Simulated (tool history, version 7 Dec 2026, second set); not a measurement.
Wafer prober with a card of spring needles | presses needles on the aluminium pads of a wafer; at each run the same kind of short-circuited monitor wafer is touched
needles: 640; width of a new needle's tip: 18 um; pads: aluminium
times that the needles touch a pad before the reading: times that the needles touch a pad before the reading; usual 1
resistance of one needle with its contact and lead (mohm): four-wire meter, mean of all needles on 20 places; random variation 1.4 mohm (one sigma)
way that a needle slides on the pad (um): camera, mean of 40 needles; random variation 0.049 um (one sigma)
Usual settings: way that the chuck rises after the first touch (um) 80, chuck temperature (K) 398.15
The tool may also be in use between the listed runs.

run   hour  way that the chuck rises after the first touch (um)  chuck temperature (K)  times that the needles touch a pad before the reading  resistance of one needle with its contact and lead (mohm)  way that a needle slides on the pad (um)
  1      0                                                   80                 398.15                                                      1                                                        139                                      16.3
       3.9  -- tips cleaned on abrasive film
      13.9  -- tips cleaned on abrasive film
      23.9  -- tips cleaned on abrasive film
  2   27.2                                                   95                 398.15                                                      1                                                        132                                     19.32
      32.6  -- tips cleaned on abrasive film
      42.7  -- tips cleaned on abrasive film
  3   46.5                                                   95                 305.15                                                      1                                                        126                                      19.4
      52.6  -- tips cleaned on abrasive film
      62.6  -- tips cleaned on abrasive film
  4   65.4                                                   95                 305.15                                                      1                                                        121                                     19.18
      71.3  -- tips cleaned on abrasive film
      80.9  -- tips cleaned on abrasive film
  5   82.7                                                   95                 305.15                                                      1                                                        120                                     19.15
      90.7  -- tips cleaned on abrasive film
      98.8  -- tips cleaned on abrasive film
  6   99.4                                                   95                 305.15                                                      1                                                        122                                     19.14
     108.6  -- tips cleaned on abrasive film
     118.6  -- tips cleaned on abrasive film
  7  123.8                                                   80                 398.15                                                      1                                                        142                                        16
     127.8  -- tips cleaned on abrasive film
     129.8  -- height of the first contact set anew
     137.6  -- tips cleaned on abrasive film
     147.2  -- tips cleaned on abrasive film
       156  -- tips cleaned on abrasive film
  8  156.8                                                   80                 398.15                                                      1                                                        138                                     16.54
     164.9  -- tips cleaned on abrasive film
     173.5  -- tips cleaned on abrasive film
     183.4  -- tips cleaned on abrasive film
     192.5  -- tips cleaned on abrasive film
  9  192.5                                                   80                 398.15                                                      3                                                        134                                     16.59
     201.8  -- tips cleaned on abrasive film
     211.4  -- tips cleaned on abrasive film
 10  218.7                                                   80                 398.15                                                      3                                                        136                                     16.44
     220.8  -- tips cleaned on abrasive film
     228.8  -- tips cleaned on abrasive film
     238.5  -- tips cleaned on abrasive film
     248.5  -- tips cleaned on abrasive film
 11  248.6                                                   80                 303.15                                                      1                                                        122                                     16.37
     258.2  -- tips cleaned on abrasive film
 12  266.1                                                   80                 398.15                                                      3                                                        137                                      16.3
     268.2  -- tips cleaned on abrasive film
     277.8  -- tips cleaned on abrasive film
 13  283.4                                                   80                 398.15                                                      3                                                        136                                     16.26
     287.2  -- tips cleaned on abrasive film
     295.3  -- tips cleaned on abrasive film
     305.3  -- tips cleaned on abrasive film
 14  307.8                                                   66                 398.15                                                      3                                                        142                                     13.36
     313.8  -- tips cleaned on abrasive film
     323.2  -- tips cleaned on abrasive film
 15  323.2                                                   80                 302.15                                                      1                                                        120                                     16.22
       333  -- tips cleaned on abrasive film
     342.5  -- tips cleaned on abrasive film
       352  -- tips cleaned on abrasive film
 16  353.8                                                   67                 398.15                                                      1                                                        142                                     13.47
     361.8  -- tips cleaned on abrasive film
     369.9  -- tips cleaned on abrasive film
     379.4  -- tips cleaned on abrasive film
     388.9  -- tips cleaned on abrasive film
 17  390.1                                                   76                 398.15                                                      1                                                        138                                     15.18
     397.7  -- tips cleaned on abrasive film
     405.8  -- tips cleaned on abrasive film
 18  410.6                                                   76                 398.15                                                      1                                                        143                                     15.21
     414.7  -- tips cleaned on abrasive film
     420.9  -- height of the first contact set anew
       425  -- tips cleaned on abrasive film
     433.9  -- tips cleaned on abrasive film
 19    436                                                   76                 342.15                                                      1                                                        132                                     15.78
       442  -- tips cleaned on abrasive film
     451.9  -- tips cleaned on abrasive film
     461.4  -- tips cleaned on abrasive film
     471.1  -- tips cleaned on abrasive film
 20  471.1                                                   76                 342.15                                                      1                                                        127                                     15.65
     480.8  -- tips cleaned on abrasive film
     490.5  -- tips cleaned on abrasive film
 21  491.7                                                   76                 342.15                                                      1                                                        131                                     15.66
     499.1  -- tips cleaned on abrasive film
     509.1  -- tips cleaned on abrasive film
 22  514.5                                                   65                 321.15                                                      2                                                        133                                     13.35
     518.4  -- tips cleaned on abrasive film
     528.1  -- tips cleaned on abrasive film
     537.8  -- tips cleaned on abrasive film
     547.5  -- tips cleaned on abrasive film
 23  549.9                                                   78                 393.15                                                      1                                                        139                                     15.99
       556  -- tips cleaned on abrasive film
       566  -- tips cleaned on abrasive film
 24  567.7                                                   66                 393.15                                                      2                                                        137                                     13.46
     575.3  -- tips cleaned on abrasive film
     585.3  -- tips cleaned on abrasive film
 25  589.5                                                   80                 388.15                                                      1                                                        142                                     16.26
     593.6  -- tips cleaned on abrasive film
     603.4  -- tips cleaned on abrasive film
 26  609.9                                                   86                 299.15                                                      2                                                        127                                     17.51
       612  -- tips cleaned on abrasive film
     621.5  -- tips cleaned on abrasive film
     631.3  -- tips cleaned on abrasive film
 27  631.3                                                   75                 302.15                                                      3                                                        121                                     15.11
     640.8  -- tips cleaned on abrasive film
     649.8  -- tips cleaned on abrasive film
     659.4  -- tips cleaned on abrasive film
 28    665                                                   62                 360.15                                                      2                                                        142                                     12.39
     668.7  -- tips cleaned on abrasive film
     676.7  -- tips cleaned on abrasive film
     686.1  -- tips cleaned on abrasive film
     694.2  -- tips cleaned on abrasive film
 29    696                                                   83                 360.15                                                      2                                                        130                                     16.57

3 ways to go on from here, each from the tool as it stands after run 29. What would each give?
       704  -- tips cleaned on abrasive film
     712.2  -- height of the first contact set anew
     714.3  -- tips cleaned on abrasive film
     722.3  -- tips cleaned on abrasive film
  A  726.4                                                   74                 361.15                                                      2                                                          ?                                         ?
       704  -- tips cleaned on abrasive film
     712.2  -- height of the first contact set anew
     714.3  -- tips cleaned on abrasive film
     722.3  -- tips cleaned on abrasive film
  B  726.4                                                   80                 300.15                                                      1                                                          ?                                         ?
       704  -- tips cleaned on abrasive film
     712.2  -- height of the first contact set anew
     714.3  -- tips cleaned on abrasive film
     722.3  -- tips cleaned on abrasive film
  C  726.4                                                   80                 299.15                                                      1                                                          ?                                         ?

run  resistance of one needle with its contact and lead (mohm)  way that a needle slides on the pad (um)
  A                                                        133                                     15.38
  B                                                        128                                     16.57
  C                                                        130                                     16.61
Without the tool's hidden state the same runs would have given:
run  resistance of one needle with its contact and lead (mohm)  way that a needle slides on the pad (um)
  A                                                        124                                     15.43
  B                                                        116                                     16.61
  C                                                        118                                     16.65
